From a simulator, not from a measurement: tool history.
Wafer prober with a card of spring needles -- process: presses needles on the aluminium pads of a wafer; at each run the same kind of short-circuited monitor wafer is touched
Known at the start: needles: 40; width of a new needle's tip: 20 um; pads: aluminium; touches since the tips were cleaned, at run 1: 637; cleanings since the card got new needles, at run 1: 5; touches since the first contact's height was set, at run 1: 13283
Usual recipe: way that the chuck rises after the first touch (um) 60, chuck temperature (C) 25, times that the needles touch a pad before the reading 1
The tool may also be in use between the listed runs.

| run | hour | way that the chuck rises after the first touch (um) | chuck temperature (C) | times that the needles touch a pad before the reading | touches since the tips were cleaned | cleanings since the card got new needles | touches since the first contact's height was set | resistance of one needle with its contact and lead (mohm) | way that a needle slides on the pad (um) |
|---|---|---|---|---|---|---|---|---|---|
| 1 | 0 | 60 | 25 | 1 | 637 | 5 | 13283 | 254 | 9.82 |
|  | 2.5 | tips cleaned on abrasive film |
|  | 6.5 | tips cleaned on abrasive film |
|  | 9.7 | tips cleaned on abrasive film |
| 2 | 10 | 60 | 25 | 1 | 170 | 8 | 19939 | 246 | 9.88 |
|  | 13.2 | tips cleaned on abrasive film |
|  | 16.5 | tips cleaned on abrasive film |
|  | 19.7 | tips cleaned on abrasive film |
| 3 | 20.2 | 60 | 25 | 1 | 312 | 11 | 26751 | 248 | 9.66 |
|  | 23.4 | tips cleaned on abrasive film |
|  | 27.4 | tips cleaned on abrasive film |
|  | 30.6 | tips cleaned on abrasive film |
|  | 34.7 | tips cleaned on abrasive film |
| 4 | 36.8 | 60 | 25 | 1 | 1474 | 15 | 37956 | 286 | 9.6 |
|  | 38.5 | tips cleaned on abrasive film |
|  | 42.5 | tips cleaned on abrasive film |
|  | 45.8 | tips cleaned on abrasive film |
|  | 49.8 | tips cleaned on abrasive film |
|  | 53.8 | tips cleaned on abrasive film |
| 5 | 55.3 | 60 | 25 | 1 | 1021 | 20 | 50317 | 286 | 9.59 |
|  | 57.7 | tips cleaned on abrasive film |
|  | 61.7 | tips cleaned on abrasive film |
|  | 65.8 | tips cleaned on abrasive film |
| 6 | 68.2 | 60 | 25 | 1 | 1702 | 23 | 59040 | 299 | 9.74 |
|  | 69.1 | tips cleaned on abrasive film |
|  | 72.4 | tips cleaned on abrasive film |
|  | 76.4 | tips cleaned on abrasive film |
|  | 80.4 | tips cleaned on abrasive film |
|  | 84.4 | tips cleaned on abrasive film |
| 7 | 86.1 | 62 | 25 | 1 | 1110 | 28 | 70982 | 272 | 9.77 |
|  | 87.7 | tips cleaned on abrasive film |
|  | 91 | tips cleaned on abrasive film |
|  | 94.2 | tips cleaned on abrasive film |
|  | 98.2 | tips cleaned on abrasive film |
|  | 101.5 | tips cleaned on abrasive film |
| 8 | 101.6 | 62 | 25 | 1 | 61 | 33 | 81332 | 234 | 9.96 |
|  | 104.8 | tips cleaned on abrasive film |
|  | 108.1 | tips cleaned on abrasive film |
|  | 111.3 | tips cleaned on abrasive film |
|  | 115.4 | tips cleaned on abrasive film |
|  | 118.6 | tips cleaned on abrasive film |
| 9 | 118.8 | 62 | 25 | 1 | 136 | 38 | 92848 | 242 | 9.81 |
|  | 122 | tips cleaned on abrasive film |
|  | 126 | tips cleaned on abrasive film |
|  | 129.3 | tips cleaned on abrasive film |
|  | 133.3 | tips cleaned on abrasive film |
|  | 136.5 | tips cleaned on abrasive film |
| 10 | 137.6 | 44 | 25 | 1 | 745 | 43 | 105469 | 316 | 6.85 |
|  | 140.1 | tips cleaned on abrasive film |
|  | 144.1 | tips cleaned on abrasive film |
|  | 148.1 | tips cleaned on abrasive film |
| 11 | 150.5 | 44 | 25 | 1 | 1601 | 46 | 114102 | 368 | 6.78 |
|  | 152.1 | tips cleaned on abrasive film |
|  | 155.4 | tips cleaned on abrasive film |
|  | 159.4 | tips cleaned on abrasive film |
|  | 163.1 | tips cleaned on abrasive film |
| 12 | 163.1 | 69 | 63 | 1 | 0 | 50 | 122566 | 237 | 10.86 |
|  | 166.4 | tips cleaned on abrasive film |
|  | 170.4 | tips cleaned on abrasive film |
|  | 174.4 | tips cleaned on abrasive film |
|  | 178.5 | tips cleaned on abrasive film |
| 13 | 178.7 | 60 | 95 | 1 | 142 | 54 | 133001 | 261 | 9.36 |
|  | 181.9 | tips cleaned on abrasive film |
|  | 185.2 | tips cleaned on abrasive film |
|  | 189.2 | tips cleaned on abrasive film |
| 14 | 190.8 | 60 | 95 | 1 | 1135 | 57 | 141171 | 295 | 9.36 |
|  | 192.5 | tips cleaned on abrasive film |
|  | 196.5 | tips cleaned on abrasive film |
|  | 200.5 | tips cleaned on abrasive film |
|  | 204.6 | tips cleaned on abrasive film |
|  | 208.6 | tips cleaned on abrasive film |
| 15 | 209.2 | 60 | 35 | 1 | 393 | 62 | 153453 | 264 | 9.34 |
|  | 212.4 | tips cleaned on abrasive film |
|  | 216.4 | tips cleaned on abrasive film |
|  | 219.7 | tips cleaned on abrasive film |
|  | 222.9 | tips cleaned on abrasive film |
|  | 226.9 | tips cleaned on abrasive film |
| 16 | 227.5 | 76 | 66 | 3 | 405 | 67 | 165748 | 239 | 11.79 |
|  | 230.8 | tips cleaned on abrasive film |
|  | 234 | tips cleaned on abrasive film |
| 17 | 235.8 | 76 | 66 | 3 | 1240 | 69 | 171321 | 245 | 11.9 |
|  | 237.5 | tips cleaned on abrasive film |
|  | 240.7 | tips cleaned on abrasive film |
|  | 244 | tips cleaned on abrasive film |
| 18 | 244 | 79 | 63 | 1 | 25 | 72 | 176763 | 233 | 12.34 |
|  | 247.3 | tips cleaned on abrasive film |
|  | 250.5 | tips cleaned on abrasive film |
|  | 254.5 | tips cleaned on abrasive film |
|  | 258.6 | tips cleaned on abrasive film |
| 19 | 258.9 | 64 | 25 | 1 | 212 | 76 | 186732 | 244 | 9.92 |

4 options for the next run, each taken on its own from the tool as it stands now. Forecast them:
|  | 262.1 | tips cleaned on abrasive film |
|  | 266.1 | tips cleaned on abrasive film |
|  | 269.7 | tips cleaned on abrasive film |
| A | 269.7 | 60 | 122 | 2 | 0 | 79 | 193981 | ? | ? |
|  | 262.1 | tips cleaned on abrasive film |
|  | 266.1 | tips cleaned on abrasive film |
|  | 269.7 | tips cleaned on abrasive film |
| B | 269.7 | 52 | 25 | 1 | 0 | 79 | 193981 | ? | ? |
|  | 262.1 | tips cleaned on abrasive film |
|  | 266.1 | tips cleaned on abrasive film |
|  | 269.7 | tips cleaned on abrasive film |
| C | 269.7 | 49 | 124 | 2 | 0 | 79 | 193981 | ? | ? |
|  | 262.1 | tips cleaned on abrasive film |
|  | 266.1 | tips cleaned on abrasive film |
|  | 269.7 | tips cleaned on abrasive film |
| D | 269.7 | 54 | 56 | 1 | 0 | 79 | 193981 | ? | ? |

| run | resistance of one needle with its contact and lead (mohm) | way that a needle slides on the pad (um) |
|---|---|---|
| A | 254 | 9.07 |
| B | 241 | 7.84 |
| C | 267 | 7.37 |
| D | 246 | 8.18 |
What these runs would have given with no unlogged condition in the tool:
| run | resistance of one needle with its contact and lead (mohm) | way that a needle slides on the pad (um) |
|---|---|---|
| A | 247 | 9.71 |
| B | 229 | 8.48 |
| C | 256 | 8.01 |
| D | 235 | 8.82 |

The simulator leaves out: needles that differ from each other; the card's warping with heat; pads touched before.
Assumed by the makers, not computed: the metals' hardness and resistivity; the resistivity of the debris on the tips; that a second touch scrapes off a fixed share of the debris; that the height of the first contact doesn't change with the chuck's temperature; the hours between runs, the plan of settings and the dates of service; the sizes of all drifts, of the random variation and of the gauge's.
